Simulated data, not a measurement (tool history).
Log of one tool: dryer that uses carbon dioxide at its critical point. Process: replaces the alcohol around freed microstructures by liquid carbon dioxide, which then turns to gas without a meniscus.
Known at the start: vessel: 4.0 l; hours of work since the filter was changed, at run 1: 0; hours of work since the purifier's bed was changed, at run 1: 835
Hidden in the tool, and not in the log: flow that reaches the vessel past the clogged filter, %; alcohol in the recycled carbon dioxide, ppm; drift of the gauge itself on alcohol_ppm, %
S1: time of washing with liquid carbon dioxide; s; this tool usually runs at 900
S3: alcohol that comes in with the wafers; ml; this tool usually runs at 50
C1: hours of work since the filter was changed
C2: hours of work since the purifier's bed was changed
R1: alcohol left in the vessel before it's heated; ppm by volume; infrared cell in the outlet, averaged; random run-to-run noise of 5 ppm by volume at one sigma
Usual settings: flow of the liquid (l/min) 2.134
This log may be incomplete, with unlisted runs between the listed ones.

run 1 hour=0.0 | S1=900 flow_of_the_liquid_(l/min)=2.134 S3=50 | C1=0 C2=835 | R1=77
run 2 hour=37.7 | S1=900 flow_of_the_liquid_(l/min)=2.134 S3=35 | C1=28 C2=862 | R1=68
run 3 hour=65.3 | S1=900 flow_of_the_liquid_(l/min)=2.134 S3=50 | C1=48 C2=883 | R1=75
run 4 hour=97.1 | S1=900 flow_of_the_liquid_(l/min)=2.134 S3=50 | C1=71 C2=906 | R1=68
run 5 hour=136.1 | S1=900 flow_of_the_liquid_(l/min)=2.134 S3=50 | C1=100 C2=935 | R1=82
run 6 hour=154.5 | S1=900 flow_of_the_liquid_(l/min)=1.650 S3=50 | C1=114 C2=948 | R1=186
run 7 hour=185.6 | S1=1080 flow_of_the_liquid_(l/min)=1.650 S3=50 | C1=136 C2=971 | R1=105
run 8 hour=204.0 | S1=1080 flow_of_the_liquid_(l/min)=1.650 S3=55 | C1=150 C2=984 | R1=112
run 9 hour=225.7 | S1=1080 flow_of_the_liquid_(l/min)=3.250 S3=55 | C1=166 C2=1000 | R1=51
run 10 hour=266.5 | S1=540 flow_of_the_liquid_(l/min)=2.200 S3=72 | C1=196 C2=1030 | R1=559

Predict the results of run 11:
run 11 hour=284.6 | S1=960 flow_of_the_liquid_(l/min)=1.410 S3=50 | C1=209 C2=1044 | R1=?

Run 11 gave R1 278 ppm by volume.
Were there no unlogged condition in the tool, this run, its random variation unchanged, would have produced R1 183 ppm by volume.
